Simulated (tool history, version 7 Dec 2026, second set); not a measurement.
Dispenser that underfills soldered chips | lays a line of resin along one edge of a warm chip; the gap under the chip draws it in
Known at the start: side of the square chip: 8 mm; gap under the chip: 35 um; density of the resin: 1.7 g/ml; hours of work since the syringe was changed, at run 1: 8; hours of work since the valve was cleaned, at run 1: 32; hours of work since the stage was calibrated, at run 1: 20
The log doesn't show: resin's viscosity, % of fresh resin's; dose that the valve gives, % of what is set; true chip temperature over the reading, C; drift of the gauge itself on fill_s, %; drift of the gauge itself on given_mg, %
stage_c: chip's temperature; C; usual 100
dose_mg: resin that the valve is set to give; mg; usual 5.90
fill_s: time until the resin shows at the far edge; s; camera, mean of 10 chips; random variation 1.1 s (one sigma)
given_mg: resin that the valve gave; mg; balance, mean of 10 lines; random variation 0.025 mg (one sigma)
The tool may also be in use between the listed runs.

run	hour	stage_c	dose_mg	hours of work since the syringe was changed	hours of work since the valve was cleaned	hours of work since the stage was calibrated	fill_s	given_mg
1	0.0	100	5.90	8	32	20	136.4	5.86
# hour 3.9: new syringe of resin
2	4.9	100	6.74	1	35	23	104.4	6.64
3	8.7	99	5.90	3	37	26	119.3	5.85
4	11.1	99	5.90	5	38	27	126.1	5.81
5	15.0	99	5.90	7	41	30	135.8	5.78
6	17.9	100	6.46	9	43	31	142.4	6.31
# hour 20.4: new syringe of resin
7	22.8	100	5.90	1	46	34	108.7	5.82
8	27.7	100	5.90	5	49	37	119.0	5.79
9	30.9	104	5.90	7	51	39	115.8	5.78
10	35.9	110	6.39	10	54	43	105.1	6.23
# hour 36.9: new syringe of resin
11	40.9	110	6.39	3	57	46	83.5	6.23
12	44.9	110	6.39	5	60	48	91.9	6.20
13	47.0	91	6.39	6	61	49	168.3	6.21
# hour 49.9: dispensing valve cleaned and set on the balance
14	52.4	98	6.72	9	2	52	146.0	6.69
# hour 54.3: new syringe of resin
15	55.7	98	6.72	1	3	54	112.9	6.67

Forecast each of these 5 alternatives for the next run:
A	60.4	95	7.60	4	6	57	?	?
B	60.4	100	6.27	4	6	57	?	?
C	60.4	105	6.68	4	6	57	?	?
D	60.4	89	6.82	4	6	57	?	?
E	60.4	92	7.14	4	6	57	?	?

run	fill_s	given_mg
A	135.6	7.59
B	117.0	6.23
C	99.3	6.65
D	158.2	6.74
E	146.3	7.09
Without the tool's hidden state the same runs would have given:
run	fill_s	given_mg
A	118.6	7.64
B	102.3	6.27
C	86.7	6.69
D	138.2	6.79
E	127.8	7.14
